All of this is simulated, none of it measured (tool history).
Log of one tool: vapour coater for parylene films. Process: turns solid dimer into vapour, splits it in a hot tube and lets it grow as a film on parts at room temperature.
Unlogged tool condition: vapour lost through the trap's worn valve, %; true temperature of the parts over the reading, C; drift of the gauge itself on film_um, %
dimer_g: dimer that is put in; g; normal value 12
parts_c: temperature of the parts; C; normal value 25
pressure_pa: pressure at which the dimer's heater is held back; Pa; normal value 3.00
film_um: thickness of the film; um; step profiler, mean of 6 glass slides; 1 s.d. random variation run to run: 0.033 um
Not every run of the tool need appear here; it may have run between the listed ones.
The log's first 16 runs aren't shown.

run,hour,dimer_g,parts_c,pressure_pa,hours of work since the trap's valve was overhauled,hours of work since the table's thermometer was calibrated,film_um
# hour 407.1: trap's valve overhauled
17,423.7,12,25,3.00,11,426,5.13
18,442.6,12,25,3.00,23,438,5.20
19,477.3,12,25,3.00,46,461,5.19
20,497.9,12,25,5.79,60,475,4.40
21,526.1,10,25,3.00,78,493,4.26
22,546.7,10,25,3.00,92,507,4.25
23,579.6,10,25,3.00,114,528,4.25
24,610.2,17,25,3.00,134,549,7.12
25,644.7,7,30,5.19,156,571,2.14
26,675.0,7,30,5.19,176,591,2.12
27,705.2,7,30,5.19,196,611,2.08
28,731.2,7,22,2.26,213,628,3.48
29,766.0,13,21,8.75,236,651,4.88
30,794.5,13,21,8.75,255,670,4.79
31,811.1,13,21,8.75,266,681,4.82
# hour 818.3: trap's valve overhauled
32,837.1,7,20,2.13,12,695,3.95
33,865.7,6,25,3.83,31,714,2.41
34,890.0,9,25,4.47,47,730,3.53
35,905.8,11,36,6.12,58,741,2.60
36,933.2,11,36,6.12,76,759,2.62
37,963.7,11,36,6.12,96,779,2.62
38,998.0,18,36,6.12,118,801,4.18
39,1034.0,17,36,6.12,142,825,3.95
40,1051.2,17,36,6.12,153,836,3.94
41,1067.4,19,25,3.00,164,847,7.98

What does the tool deliver on the next run?
42,1083.9,11,25,10.75,175,858,?

film_um: 3.40 um
With no hidden state in the tool, this same run would have given film_um 3.53 um.

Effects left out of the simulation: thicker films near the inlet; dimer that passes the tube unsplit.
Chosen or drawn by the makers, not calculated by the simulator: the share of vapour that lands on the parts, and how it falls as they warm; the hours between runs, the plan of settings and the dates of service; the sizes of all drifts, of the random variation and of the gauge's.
